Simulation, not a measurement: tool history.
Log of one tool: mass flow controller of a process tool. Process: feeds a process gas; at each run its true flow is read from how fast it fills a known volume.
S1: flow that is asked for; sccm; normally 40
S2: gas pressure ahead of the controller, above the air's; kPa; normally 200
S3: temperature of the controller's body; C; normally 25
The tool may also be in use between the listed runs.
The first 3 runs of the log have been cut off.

run 4 day=20.475 | S1=40 S2=228 S3=25 | true_flow_(%)=98.46
run 5 day=26.079 | S1=43 S2=228 S3=25 | true_flow_(%)=98.36
run 6 day=32.883 | S1=43 S2=228 S3=25 | true_flow_(%)=98.17
run 7 day=37.571 | S1=43 S2=228 S3=25 | true_flow_(%)=97.86
run 8 day=45.488 | S1=40 S2=196 S3=25 | true_flow_(%)=97.85
run 9 day=50.833 | S1=74 S2=200 S3=25 | true_flow_(%)=97.97
run 10 day=56.662 | S1=35 S2=200 S3=25 | true_flow_(%)=97.34
run 11 day=64.658 | S1=40 S2=210 S3=25 | true_flow_(%)=97
run 12 day=68.242 | S1=40 S2=200 S3=38 | true_flow_(%)=96.25
run 13 day=75.012 | S1=40 S2=200 S3=38 | true_flow_(%)=96.01
-- day=79.933 gauge calibrated
run 14 day=80.583 | S1=40 S2=200 S3=38 | true_flow_(%)=98.59
run 15 day=88.196 | S1=40 S2=200 S3=38 | true_flow_(%)=98.32
run 16 day=91.829 | S1=40 S2=200 S3=38 | true_flow_(%)=98.25
run 17 day=96.671 | S1=40 S2=200 S3=25 | true_flow_(%)=98.86
run 18 day=104.629 | S1=40 S2=200 S3=25 | true_flow_(%)=98.58
run 19 day=111.412 | S1=40 S2=200 S3=25 | true_flow_(%)=98.28
run 20 day=118.279 | S1=40 S2=200 S3=25 | true_flow_(%)=98.19
run 21 day=125.429 | S1=91 S2=200 S3=39 | true_flow_(%)=97.38
run 22 day=131.354 | S1=53 S2=200 S3=31 | true_flow_(%)=97.33
run 23 day=136.817 | S1=25 S2=200 S3=31 | true_flow_(%)=96.89
run 24 day=143.342 | S1=40 S2=273 S3=39 | true_flow_(%)=95.79
run 25 day=147.175 | S1=25 S2=200 S3=25 | true_flow_(%)=96.92

Expected results for the next run?
run 26 day=154.6 | S1=88 S2=202 S3=31 | true_flow_(%)=?

true flow (%): 96.87
On a tool with no hidden condition, and with the same random variation, this run would have come out at true flow (%) 99.59.

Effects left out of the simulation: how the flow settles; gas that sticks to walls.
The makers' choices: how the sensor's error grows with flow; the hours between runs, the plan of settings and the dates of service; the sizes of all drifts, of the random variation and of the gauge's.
